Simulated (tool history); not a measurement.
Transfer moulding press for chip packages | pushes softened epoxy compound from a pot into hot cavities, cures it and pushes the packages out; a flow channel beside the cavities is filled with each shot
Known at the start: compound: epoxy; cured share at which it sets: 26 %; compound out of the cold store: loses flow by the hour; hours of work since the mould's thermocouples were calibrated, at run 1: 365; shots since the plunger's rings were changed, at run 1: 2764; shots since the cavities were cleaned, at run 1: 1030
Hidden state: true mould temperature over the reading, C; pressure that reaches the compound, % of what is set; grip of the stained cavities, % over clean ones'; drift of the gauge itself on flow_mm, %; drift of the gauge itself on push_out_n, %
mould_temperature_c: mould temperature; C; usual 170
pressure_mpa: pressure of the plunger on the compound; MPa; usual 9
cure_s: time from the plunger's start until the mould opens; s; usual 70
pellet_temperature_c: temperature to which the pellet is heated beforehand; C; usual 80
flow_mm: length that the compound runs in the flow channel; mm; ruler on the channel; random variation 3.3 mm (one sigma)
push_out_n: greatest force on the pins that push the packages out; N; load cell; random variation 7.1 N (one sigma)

run    hour  mould_temperature_c  pressure_mpa  cure_s  pellet_temperature_c  hours of work since the mould's thermocouples were calibrated  shots since the plunger's rings were changed  shots since the cavities were cleaned  incoming compound's hours out of the cold store  flow_mm  push_out_n
  1       0                  170             9      70                    80                                                            365                                          2764                                   1030                                             34.7      920         541
       15.8  -- cavities cleaned with cleaning compound and waxed
  2    36.6                  170             9      70                    80                                                            381                                          3085                                    191                                             20.5      957         363
       47.6  -- plunger's sealing rings changed
  3    62.8                  170             9      70                    80                                                            391                                           139                                    408                                             25.9      979         407
  4   100.7                  170             9      70                    80                                                            407                                           486                                    755                                               34      948         501
      122.5  -- mould's thermocouples calibrated
        148  -- cavities cleaned with cleaning compound and waxed
  5   154.7                  170          8.98      70                    80                                                             13                                           950                                     62                                               13     1008         344
  6   181.6                  170          7.68      70                    80                                                             25                                          1195                                    307                                             13.5      926         441
  7   219.7                  170          7.68      70                    80                                                             42                                          1545                                    657                                             29.4      880         513
  8   255.8                  170          7.68      70                    80                                                             57                                          1875                                    987                                             23.1      903         574
      277.1  -- cavities cleaned with cleaning compound and waxed
  9   282.7                  170          7.68      70                    80                                                             69                                          2108                                     51                                              8.5      935         331
 10   317.4                  170          7.68      70                    80                                                             84                                          2426                                    369                                             31.6      869         420
 11   350.2                  170          7.68     103                    80                                                             98                                          2727                                    670                                             31.1      866         335
 12   383.4                  170          7.68     103                    80                                                            112                                          3031                                    974                                             39.6      840         392
      400.8  -- plunger's sealing rings changed
      409.5  -- cavities cleaned with cleaning compound and waxed
 13   440.2                  170             9      70                    80                                                            135                                           347                                    281                                             17.1      998         406
 14   477.9                  170             9      70                    80                                                            152                                           693                                    627                                             41.7      923         479
 15   525.3                  170             9      70                    80                                                            173                                          1127                                   1061                                             34.2      941         525
        538  -- cavities cleaned with cleaning compound and waxed
 16   579.6                  169          8.68      70                    80                                                            196                                          1611                                    381                                             42.8      902         442
 17   629.1                  170          7.26      86                    80                                                            217                                          2064                                    834                                             45.7      802         386
 18   661.7                  170          7.26      86                    80                                                            231                                          2363                                   1133                                             36.9      829         429
        666  -- cavities cleaned with cleaning compound and waxed
 19   687.4                  176          7.26      77                    76                                                            242                                          2585                                    196                                             21.2      856         282
 20   721.2                  166          8.89      61                    82                                                            257                                          2895                                    506                                             32.7      929         836
      753.8  -- plunger's sealing rings changed
 21   780.2                  166          8.89      61                    82                                                            281                                           243                                   1024                                             40.5      932        1019
        799  -- cavities cleaned with cleaning compound and waxed
 22   833.7                  166          8.89      61                    82                                                            304                                           719                                    318                                             17.2     1002         771
 23   869.2                  176          6.85      75                    87                                                            320                                          1044                                    643                                               17      863         352
 24   906.5                  176          7.23      94                    87                                                            336                                          1386                                    985                                               17      874         374
      929.9  -- cavities cleaned with cleaning compound and waxed
 25   948.5                  176          7.23      83                    87                                                            353                                          1757                                    170                                              8.4      904         251
 26   979.8                  170          8.13      51                    88                                                            367                                          2044                                    457                                             30.1      898         914
 27  1017.2                  170          7.52      60                    76                                                            383                                          2386                                    799                                             37.4      837         757
 28  1047.3                  170          10.9      70                    75                                                            397                                          2662                                   1075                                             34.1     1015         547

3 ways to go on from here, each from the tool as it stands after run 28. What would each give?
     1061.1  -- cavities cleaned with cleaning compound and waxed
     1095.2  -- mould's thermocouples calibrated
  A  1095.2                  164          7.28      98                    80                                                              0                                          3069                                    294                                               20        ?           ?
     1061.1  -- cavities cleaned with cleaning compound and waxed
     1095.2  -- mould's thermocouples calibrated
  B  1095.2                  172             9      51                    75                                                              0                                          3069                                    294                                             20.1        ?           ?
     1061.1  -- cavities cleaned with cleaning compound and waxed
     1095.2  -- mould's thermocouples calibrated
  C  1095.2                  170         10.31      99                    75                                                              0                                          3069                                    294                                             19.3        ?           ?

run  flow_mm  push_out_n
  A      885         328
  B      960         885
  C     1030         291
Without the tool's hidden state the same runs would have given:
run  flow_mm  push_out_n
  A      916         240
  B      994         648
  C     1066         211
